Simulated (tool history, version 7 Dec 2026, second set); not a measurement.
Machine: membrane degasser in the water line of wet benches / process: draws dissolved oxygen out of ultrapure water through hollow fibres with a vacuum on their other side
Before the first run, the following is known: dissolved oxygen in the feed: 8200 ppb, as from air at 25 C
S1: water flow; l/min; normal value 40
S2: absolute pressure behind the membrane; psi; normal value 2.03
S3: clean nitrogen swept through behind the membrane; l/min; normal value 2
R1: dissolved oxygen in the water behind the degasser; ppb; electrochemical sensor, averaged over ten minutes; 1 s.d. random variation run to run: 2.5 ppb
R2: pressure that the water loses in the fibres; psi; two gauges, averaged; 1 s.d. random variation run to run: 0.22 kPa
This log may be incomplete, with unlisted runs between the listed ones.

| run | hour | S1 | S2 | S3 | R1 | R2 |
|---|---|---|---|---|---|---|
| 1 | 0 | 40 | 2.03 | 2 | 468.8 | 7.784 |
| 2 | 97.1 | 40 | 2.03 | 2 | 469.9 | 7.826 |
| 3 | 277.9 | 40 | 2.03 | 2 | 474.5 | 7.783 |
| 4 | 359.3 | 40 | 2.03 | 2 | 468.4 | 7.819 |
| 5 | 505.3 | 40 | 2.03 | 1.3 | 668.4 | 7.818 |
| 6 | 698.7 | 40 | 2.03 | 1.3 | 665.1 | 7.819 |
| 7 | 898.5 | 40 | 2.03 | 1.3 | 665.1 | 7.845 |
| 8 | 1100.3 | 40 | 2.03 | 1.3 | 662.2 | 7.9 |
| 9 | 1236.2 | 40 | 2.03 | 1.3 | 671.3 | 7.819 |
| 10 | 1394.6 | 40 | 2.03 | 2 | 479.9 | 7.963 |
| 11 | 1510.8 | 40 | 2.03 | 2 | 473.9 | 7.867 |
| 12 | 1694.3 | 40 | 4.41 | 2 | 1085.8 | 7.87 |
| 13 | 1778.2 | 40 | 2.22 | 2 | 528.5 | 7.928 |
| 14 | 1861.7 | 40 | 2.28 | 2 | 543.9 | 7.909 |
| 15 | 1956.3 | 40 | 2.28 | 2 | 544.1 | 7.887 |
| 16 | 2098.9 | 40 | 2.28 | 4.35 | 275.3 | 7.928 |
| 17 | 2182.1 | 49 | 2.03 | 1.41 | 756.1 | 9.699 |
| 18 | 2328.3 | 46 | 4.89 | 1.05 | 2112.4 | 9.181 |
| 19 | 2471.9 | 40 | 2.03 | 1.32 | 667.4 | 7.9 |
| 20 | 2580.2 | 40 | 2.03 | 1.32 | 669.1 | 7.876 |
| 21 | 2710.5 | 40 | 2.03 | 1.32 | 668.8 | 7.948 |
| 22 | 2832.7 | 32 | 3.67 | 1.55 | 926.9 | 6.356 |
|  | 2960 | seals of the vacuum lines changed |
| 23 | 2968.1 | 32 | 2.34 | 4.79 | 208.3 | 6.327 |
| 24 | 3062 | 53 | 2.6 | 2 | 817.7 | 10.541 |
| 25 | 3154.1 | 53 | 2.6 | 2 | 815 | 10.559 |
| 26 | 3331.4 | 48 | 4.1 | 0.89 | 2087.5 | 9.591 |
| 27 | 3515.7 | 44 | 2.68 | 5.4 | 306.8 | 8.826 |
| 28 | 3600.9 | 64 | 1.32 | 3.08 | 349.9 | 12.891 |
| 29 | 3738.7 | 64 | 4.03 | 1.85 | 1561.2 | 12.887 |
|  | 3781.2 | vacuum gauge calibrated |
| 30 | 3929.4 | 40 | 2.34 | 5.87 | 215.1 | 8.083 |
| 31 | 4107.4 | 63 | 3.71 | 4.67 | 707.7 | 12.581 |
| 32 | 4209 | 29 | 1.46 | 5.63 | 87.4 | 5.822 |

The same runs without the tool's hidden state, with the same run-to-run variation:
The hidden state here: membrane still open, %; true pressure behind the membrane over the reading, kPa; air that leaks in behind the membrane, l/min; drift of the gauge itself on oxygen_ppb, %; drift of the gauge itself on loss_of_pressure_kpa, %.
| run | R1 | R2 |
|---|---|---|
| 1 | 462.5 | 7.719 |
| 2 | 463.1 | 7.754 |
| 3 | 466.9 | 7.702 |
| 4 | 460.6 | 7.733 |
| 5 | 657.3 | 7.722 |
| 6 | 653 | 7.715 |
| 7 | 651.9 | 7.729 |
| 8 | 648.1 | 7.773 |
| 9 | 656.4 | 7.683 |
| 10 | 467.8 | 7.815 |
| 11 | 461.5 | 7.715 |
| 12 | 1072.3 | 7.706 |
| 13 | 514.9 | 7.758 |
| 14 | 530 | 7.733 |
| 15 | 529.7 | 7.707 |
| 16 | 266.8 | 7.739 |
| 17 | 733.4 | 9.461 |
| 18 | 2091.1 | 8.947 |
| 19 | 646.1 | 7.691 |
| 20 | 647.3 | 7.661 |
| 21 | 646.3 | 7.723 |
| 22 | 908.2 | 6.171 |
| 23 | 201.9 | 6.134 |
| 24 | 794.6 | 10.216 |
| 25 | 791.6 | 10.227 |
| 26 | 2059 | 9.278 |
| 27 | 296.4 | 8.525 |
| 28 | 320.7 | 12.446 |
| 29 | 1530.2 | 12.428 |
| 30 | 213 | 7.786 |
| 31 | 696.1 | 12.099 |
| 32 | 86.5 | 5.596 |
